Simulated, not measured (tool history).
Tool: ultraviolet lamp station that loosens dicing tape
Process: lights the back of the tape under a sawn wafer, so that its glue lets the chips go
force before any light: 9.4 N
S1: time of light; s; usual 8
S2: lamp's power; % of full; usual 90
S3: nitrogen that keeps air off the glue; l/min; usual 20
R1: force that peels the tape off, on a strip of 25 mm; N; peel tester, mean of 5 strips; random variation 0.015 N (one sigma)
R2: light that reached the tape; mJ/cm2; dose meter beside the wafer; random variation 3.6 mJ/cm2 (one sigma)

run,hour,S1,S2,S3,R1,R2
1,0.0,8,90,20,1.298,421
2,17.7,8,90,20,1.318,427
3,40.2,8,90,15,1.616,419
4,72.3,8,90,15,1.616,415
# hour 78.0: window cleaned of glue's vapour
5,93.7,8,90,15,1.248,500
6,123.9,8,90,15,1.252,491
7,153.4,8,63,20,1.944,341
8,189.5,8,63,20,1.915,337
9,223.2,8,96,20,0.986,506
10,253.9,6,72,20,2.448,283

Some steps in R1 between neighbouring runs. How much of each would the tool show without its hidden state too (settings, what came in, random variation), and how much is left for the hidden state, with any gauge scatter that isn't in both results?
The hidden state here: lamp's light, % of a new lamp's; light that the window lets through, % of a clean one's; drift of the gauge itself on peel_n, %; drift of the gauge itself on dose_mj_cm2, %.
Run 4 -> 5: window cleaned of glue's vapour. R1 -0.368 N: hidden state -0.405, all else +0.037.
Run 9 -> 10: S1 8 -> 6, S2 96 -> 72. R1 +1.462 N: hidden state +0.335, all else +1.127.
